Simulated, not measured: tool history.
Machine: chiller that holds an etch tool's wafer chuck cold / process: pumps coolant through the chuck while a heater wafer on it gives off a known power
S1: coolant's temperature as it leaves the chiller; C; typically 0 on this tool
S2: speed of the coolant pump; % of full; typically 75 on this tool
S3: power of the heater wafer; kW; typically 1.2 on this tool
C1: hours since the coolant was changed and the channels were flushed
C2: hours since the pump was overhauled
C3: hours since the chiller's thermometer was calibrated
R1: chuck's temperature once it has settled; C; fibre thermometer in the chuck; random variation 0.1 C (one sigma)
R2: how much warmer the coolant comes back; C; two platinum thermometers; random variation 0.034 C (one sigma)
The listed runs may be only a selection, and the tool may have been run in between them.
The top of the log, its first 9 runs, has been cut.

run,hour,S1,S2,S3,C1,C2,C3,R1,R2
10,965.9,0,85,0.969,2996,2996,313,12.1,3.96
11,1036.5,0,85,0.969,3066,3066,384,12.1,3.92
12,1131,0,85,0.969,3161,3161,478,12.1,3.88
13,1242.9,0,85,0.969,3273,3273,590,12.1,3.97
14,1332.8,0,75,0.952,3363,3363,680,13.6,4.33
15,1456.4,0,75,0.7,3486,3486,804,10,3.2
16,1530.5,0,75,1.2,3560,3560,878,17.4,5.59
17,1586.7,0,75,1.2,3617,3617,934,17.4,5.56
18,1685,-2,64,0.63,3715,3715,1033,8.8,3.47
19,1740.3,0,97,1.35,3770,3770,1088,15.4,4.76
20,1866.3,0,97,1.35,3896,3896,1214,15.1,4.8
21,1946,8,83,0.966,3976,3976,1294,20.9,4
22,2010,-2,77,1.342,4040,4040,1358,17.2,6.03
23,2066.4,-2,77,1.342,4096,4096,1414,17.2,6.05
24,2200.1,-2,77,1.342,4230,4230,1548,17.2,6.14
25,2306.7,-1,62,1.368,4337,4337,1654,23.6,7.85
26,2387.6,-1,62,1.368,4418,4418,1735,23.8,7.87
27,2509.2,-10,60,0.81,4539,4539,1857,5.2,4.86
28,2644.2,8,75,1.2,4674,4674,1992,26.2,5.61
29,2719.1,9,78,0.692,4749,4749,2067,19,3.07
30,2810.8,9,78,0.692,4841,4841,2158,19.1,3.08

Predict the results of run 31:
31,2893.6,-8,61,0.942,4923,4923,2241,?,?

{"run 31": {"R1": 9.6, "R2": 5.5}}
With the hidden condition absent and the run-to-run variation left alone, this run would have shown R1 6.3 C, R2 5.25 C.

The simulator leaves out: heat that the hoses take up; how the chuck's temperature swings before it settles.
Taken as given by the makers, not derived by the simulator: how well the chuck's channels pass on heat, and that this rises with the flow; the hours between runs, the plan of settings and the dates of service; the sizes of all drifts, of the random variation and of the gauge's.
